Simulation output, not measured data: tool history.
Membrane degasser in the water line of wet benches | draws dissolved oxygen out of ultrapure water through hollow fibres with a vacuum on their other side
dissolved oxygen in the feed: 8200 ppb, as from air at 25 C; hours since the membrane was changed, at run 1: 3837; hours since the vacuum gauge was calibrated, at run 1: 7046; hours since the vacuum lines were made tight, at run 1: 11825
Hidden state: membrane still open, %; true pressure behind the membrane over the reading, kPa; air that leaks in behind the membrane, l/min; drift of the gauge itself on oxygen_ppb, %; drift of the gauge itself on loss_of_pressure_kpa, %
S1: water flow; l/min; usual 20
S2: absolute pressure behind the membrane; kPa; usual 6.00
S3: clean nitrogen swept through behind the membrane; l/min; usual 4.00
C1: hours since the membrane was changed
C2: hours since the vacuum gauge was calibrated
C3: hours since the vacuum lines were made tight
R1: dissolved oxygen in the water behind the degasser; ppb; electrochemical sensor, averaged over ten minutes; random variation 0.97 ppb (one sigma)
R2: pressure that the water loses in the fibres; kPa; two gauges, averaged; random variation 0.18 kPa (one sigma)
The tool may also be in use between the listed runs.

| run | hour | S1 | S2 | S3 | C1 | C2 | C3 | R1 | R2 |
|---|---|---|---|---|---|---|---|---|---|
| 1 | 0.0 | 20 | 6.00 | 4.00 | 3837 | 7046 | 11825 | 99.2 | 36.04 |
|  | 11.9 | vacuum gauge calibrated |
| 2 | 87.1 | 20 | 6.00 | 4.00 | 3924 | 75 | 11912 | 96.5 | 36.14 |
| 3 | 153.3 | 20 | 6.00 | 4.00 | 3990 | 141 | 11978 | 94.9 | 35.97 |
| 4 | 222.6 | 20 | 6.00 | 4.00 | 4059 | 211 | 12047 | 95.8 | 35.89 |
| 5 | 303.0 | 20 | 9.81 | 4.00 | 4140 | 291 | 12127 | 145.1 | 35.84 |
| 6 | 427.3 | 20 | 9.81 | 4.00 | 4264 | 415 | 12252 | 142.4 | 36.20 |
| 7 | 511.8 | 20 | 9.81 | 4.00 | 4349 | 500 | 12336 | 142.6 | 36.01 |
| 8 | 627.5 | 20 | 9.81 | 4.00 | 4464 | 616 | 12452 | 144.4 | 35.78 |
| 9 | 718.2 | 20 | 6.00 | 4.00 | 4555 | 706 | 12543 | 96.2 | 35.92 |
| 10 | 855.0 | 20 | 6.00 | 4.00 | 4692 | 843 | 12679 | 96.2 | 35.82 |
| 11 | 945.4 | 20 | 6.00 | 4.00 | 4782 | 934 | 12770 | 97.4 | 35.82 |
| 12 | 1067.6 | 20 | 6.00 | 4.00 | 4904 | 1056 | 12892 | 97.3 | 36.01 |
| 13 | 1131.1 | 20 | 6.00 | 4.00 | 4968 | 1119 | 12956 | 96.9 | 36.07 |
| 14 | 1262.5 | 18 | 6.00 | 4.00 | 5099 | 1251 | 13087 | 73.1 | 32.38 |
| 15 | 1394.0 | 18 | 6.00 | 4.00 | 5231 | 1382 | 13219 | 72.7 | 32.28 |
| 16 | 1479.1 | 18 | 6.00 | 4.00 | 5316 | 1467 | 13304 | 71.7 | 32.08 |
| 17 | 1620.1 | 18 | 6.00 | 4.00 | 5457 | 1608 | 13445 | 74.3 | 32.61 |
| 18 | 1762.5 | 18 | 12.96 | 7.23 | 5599 | 1751 | 13587 | 101.6 | 32.47 |
| 19 | 1878.5 | 24 | 8.51 | 4.00 | 5715 | 1867 | 13703 | 195.6 | 43.29 |
| 20 | 1961.5 | 24 | 8.51 | 4.00 | 5798 | 1950 | 13786 | 199.8 | 43.38 |
| 21 | 2068.1 | 23 | 4.74 | 9.93 | 5905 | 2056 | 13893 | 115.7 | 41.28 |
| 22 | 2132.5 | 20 | 5.01 | 1.61 | 5969 | 2121 | 13957 | 118.3 | 36.11 |
| 23 | 2256.0 | 27 | 9.20 | 4.19 | 6093 | 2244 | 14080 | 267.4 | 48.57 |
| 24 | 2340.7 | 27 | 9.20 | 4.19 | 6177 | 2329 | 14165 | 268.1 | 48.28 |
| 25 | 2427.3 | 19 | 14.08 | 2.26 | 6264 | 2415 | 14252 | 268.5 | 34.14 |
| 26 | 2486.4 | 19 | 4.48 | 2.03 | 6323 | 2475 | 14311 | 83.1 | 34.08 |
| 27 | 2591.6 | 14 | 4.48 | 6.50 | 6428 | 2580 | 14416 | 21.3 | 25.51 |
| 28 | 2702.2 | 14 | 4.48 | 6.50 | 6539 | 2690 | 14527 | 20.8 | 25.24 |
| 29 | 2794.7 | 29 | 10.28 | 6.50 | 6631 | 2783 | 14619 | 289.4 | 52.30 |
| 30 | 2884.0 | 14 | 14.99 | 1.88 | 6721 | 2872 | 14708 | 227.1 | 25.22 |
| 31 | 2965.3 | 26 | 8.57 | 2.15 | 6802 | 2953 | 14790 | 312.5 | 47.20 |
| 32 | 3082.3 | 25 | 9.09 | 4.00 | 6919 | 3070 | 14907 | 229.4 | 45.39 |

Forecast each of these 3 alternatives for the next run:
| A | 3178.6 | 20 | 4.76 | 4.00 | 7015 | 3167 | 15003 | ? | ? |
| B | 3178.6 | 16 | 14.72 | 2.79 | 7015 | 3167 | 15003 | ? | ? |
| C | 3178.6 | 30 | 6.00 | 4.00 | 7015 | 3167 | 15003 | ? | ? |

| run | R1 | R2 |
|---|---|---|
| A | 83.8 | 36.24 |
| B | 190.2 | 28.89 |
| C | 290.4 | 54.55 |
Without the tool's hidden state the same runs would have given:
| run | R1 | R2 |
|---|---|---|
| A | 76.0 | 35.52 |
| B | 181.5 | 28.32 |
| C | 271.3 | 53.47 |
